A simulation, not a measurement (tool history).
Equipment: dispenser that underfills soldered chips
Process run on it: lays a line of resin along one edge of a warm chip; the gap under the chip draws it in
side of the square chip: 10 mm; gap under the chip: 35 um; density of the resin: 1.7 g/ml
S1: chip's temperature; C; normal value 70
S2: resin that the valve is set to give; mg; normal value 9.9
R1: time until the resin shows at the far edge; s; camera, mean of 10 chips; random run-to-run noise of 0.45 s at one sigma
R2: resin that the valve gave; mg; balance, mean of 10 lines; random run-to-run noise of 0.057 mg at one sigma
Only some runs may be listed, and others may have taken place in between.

run	hour	S1	S2	R1	R2
1	0	70	9.9	42.9	8.76
# hour 3.2: new syringe of resin
2	14.8	70	9.9	43.2	8.69
# hour 16.5: dispensing valve cleaned and set on the balance
# hour 19: new syringe of resin
3	31.1	70	9.9	40.9	9.88
# hour 33.1: new syringe of resin
# hour 46.8: new syringe of resin
4	46.8	70	9.9	31	9.79
5	56.1	67	9.9	44.1	9.59
# hour 61: new syringe of resin
6	68.4	67	9.9	42.5	9.63
# hour 75.8: new syringe of resin
7	76.4	67	9.9	37.3	9.47
8	84.1	70	12.67	38.4	12.2
# hour 89.8: new syringe of resin
9	99	70	12.67	38.2	12.08
# hour 103.5: new syringe of resin
10	112.5	70	12.67	38	11.99
# hour 117.2: new syringe of resin
11	126.9	70	12.67	39.6	11.92
# hour 130.9: new syringe of resin
12	137.2	70	12.67	35.9	11.82
# hour 144.6: new syringe of resin
13	152.9	70	9.9	37.7	9.15
# hour 158.6: new syringe of resin
14	167.7	70	9.9	37.7	9.05
# hour 172.4: new syringe of resin
15	175.7	67	9.9	37.6	8.95
# hour 187.1: new syringe of resin
16	191.8	67	9.9	38.7	8.91
# hour 201.2: new syringe of resin
17	207.8	67	9.9	41.6	8.84
# hour 215.1: new syringe of resin
18	220.3	76	8.51	28.7	7.52
# hour 222.7: dispensing valve cleaned and set on the balance
# hour 230.6: new syringe of resin
19	231.1	76	8.51	24.3	8.45
20	240.1	70	10.1	38.2	10.06
# hour 244.5: new syringe of resin
21	253.4	70	10.1	37.5	9.87
# hour 258.2: new syringe of resin
22	266.9	71	9.9	35.6	9.68
# hour 272.2: new syringe of resin
23	277.2	71	9.9	32.8	9.59
# hour 286.4: new syringe of resin
24	291.2	60	12.29	49.2	11.79
# hour 300: new syringe of resin
25	307.9	60	12.29	52.4	11.64
# hour 314.7: new syringe of resin
26	317.9	75	10.75	26	10.22
# hour 328.3: new syringe of resin
27	328.3	70	10.48	29.5	9.96
28	339.7	67	11.99	44.4	11
# hour 342: new syringe of resin
29	348.7	67	9.99	38.6	9.33
# hour 356.7: new syringe of resin
30	359.6	69	8.65	33.5	7.88
# hour 371: new syringe of resin
31	376	79	9.9	23.8	8.89
# hour 385.2: new syringe of resin
32	393	79	9.9	25.1	8.97
# hour 399.2: new syringe of resin
33	408.3	78	9.55	27.4	8.38

Each row is a separate what-if for the run after 33, all from the same tool condition, not one after another. Results?
# hour 413.7: new syringe of resin
A	419.1	57	11.13	?	?
# hour 413.7: new syringe of resin
B	419.1	72	8.62	?	?
# hour 413.7: new syringe of resin
C	419.1	78	8.51	?	?

run	R1	R2
A	56.3	9.83
B	32.2	7.64
C	25.7	7.5
With no hidden state in the tool, these same runs would have given:
run	R1	R2
A	58.8	11.17
B	32.4	8.67
C	25.6	8.53
